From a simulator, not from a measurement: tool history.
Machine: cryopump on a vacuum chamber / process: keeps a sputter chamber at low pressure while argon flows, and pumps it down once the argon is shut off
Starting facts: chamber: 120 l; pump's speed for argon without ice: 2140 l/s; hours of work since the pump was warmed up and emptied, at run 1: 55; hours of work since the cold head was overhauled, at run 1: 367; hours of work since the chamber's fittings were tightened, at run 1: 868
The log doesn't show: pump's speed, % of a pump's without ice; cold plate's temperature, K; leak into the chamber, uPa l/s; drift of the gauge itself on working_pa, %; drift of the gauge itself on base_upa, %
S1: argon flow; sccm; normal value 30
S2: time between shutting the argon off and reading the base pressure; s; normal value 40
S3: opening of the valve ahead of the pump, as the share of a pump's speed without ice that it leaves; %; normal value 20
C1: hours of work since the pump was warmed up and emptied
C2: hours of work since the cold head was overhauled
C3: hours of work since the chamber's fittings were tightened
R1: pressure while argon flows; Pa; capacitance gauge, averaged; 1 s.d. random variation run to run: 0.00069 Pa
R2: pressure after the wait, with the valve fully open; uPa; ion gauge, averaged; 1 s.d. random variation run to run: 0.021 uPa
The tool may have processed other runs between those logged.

| run | day | S1 | S2 | S3 | C1 | C2 | C3 | R1 | R2 |
|---|---|---|---|---|---|---|---|---|---|
| 1 | 0 | 30 | 40 | 20 | 55 | 367 | 868 | 0.1191 | 0.74 |
| 2 | 1.333 | 30 | 40 | 20 | 78 | 390 | 892 | 0.1196 | 0.74 |
| 3 | 2.712 | 30 | 40 | 20 | 103 | 415 | 916 | 0.1202 | 0.74 |
| 4 | 3.579 | 29 | 40 | 20 | 118 | 430 | 932 | 0.1161 | 0.78 |
| 5 | 4.592 | 29 | 40 | 20 | 136 | 448 | 950 | 0.116 | 0.77 |
| 6 | 6.271 | 30 | 40 | 20 | 166 | 478 | 979 | 0.1209 | 0.77 |
| 7 | 7.658 | 30 | 40 | 20 | 191 | 503 | 1004 | 0.1215 | 0.76 |
| 8 | 9.079 | 30 | 40 | 20 | 216 | 528 | 1029 | 0.1221 | 0.79 |
| 9 | 9.904 | 30 | 40 | 20 | 231 | 543 | 1044 | 0.1217 | 0.77 |
| 10 | 10.929 | 30 | 40 | 20 | 249 | 561 | 1062 | 0.121 | 0.83 |
| 11 | 11.933 | 30 | 40 | 20 | 267 | 579 | 1080 | 0.1216 | 0.78 |
| 12 | 13.533 | 30 | 40 | 16 | 295 | 607 | 1108 | 0.1511 | 0.81 |
|  | 14.721 | pump warmed up, emptied and cooled again |
| 13 | 14.721 | 30 | 40 | 16 | 0 | 624 | 1126 | 0.1481 | 0.79 |
| 14 | 16.242 | 30 | 40 | 16 | 27 | 651 | 1153 | 0.1489 | 0.79 |
| 15 | 17.929 | 19 | 40 | 20 | 57 | 681 | 1183 | 0.0752 | 0.79 |
| 16 | 18.867 | 19 | 40 | 20 | 74 | 698 | 1200 | 0.0754 | 0.86 |
| 17 | 20.404 | 19 | 40 | 20 | 101 | 725 | 1227 | 0.0757 | 0.8 |
| 18 | 22.158 | 26 | 40 | 20 | 132 | 757 | 1258 | 0.1045 | 0.84 |
| 19 | 23.121 | 38 | 297 | 35 | 149 | 774 | 1275 | 0.0881 | 0.54 |
| 20 | 24.3 | 30 | 149 | 54 | 170 | 795 | 1296 | 0.0454 | 0.59 |
| 21 | 25.946 | 41 | 31 | 21 | 199 | 824 | 1325 | 0.158 | 0.99 |
| 22 | 27.062 | 41 | 31 | 21 | 219 | 844 | 1345 | 0.158 | 0.96 |
| 23 | 28.267 | 30 | 40 | 33 | 241 | 865 | 1367 | 0.075 | 0.89 |

Expected results for the next run?
| 24 | 29.858 | 47 | 23 | 52 | 269 | 893 | 1395 | ? | ? |

R1: 0.0763 Pa
R2: 1.15 uPa
With the hidden condition absent and the run-to-run variation left alone, this run would have shown R1 0.0712 Pa, R2 0.76 uPa.
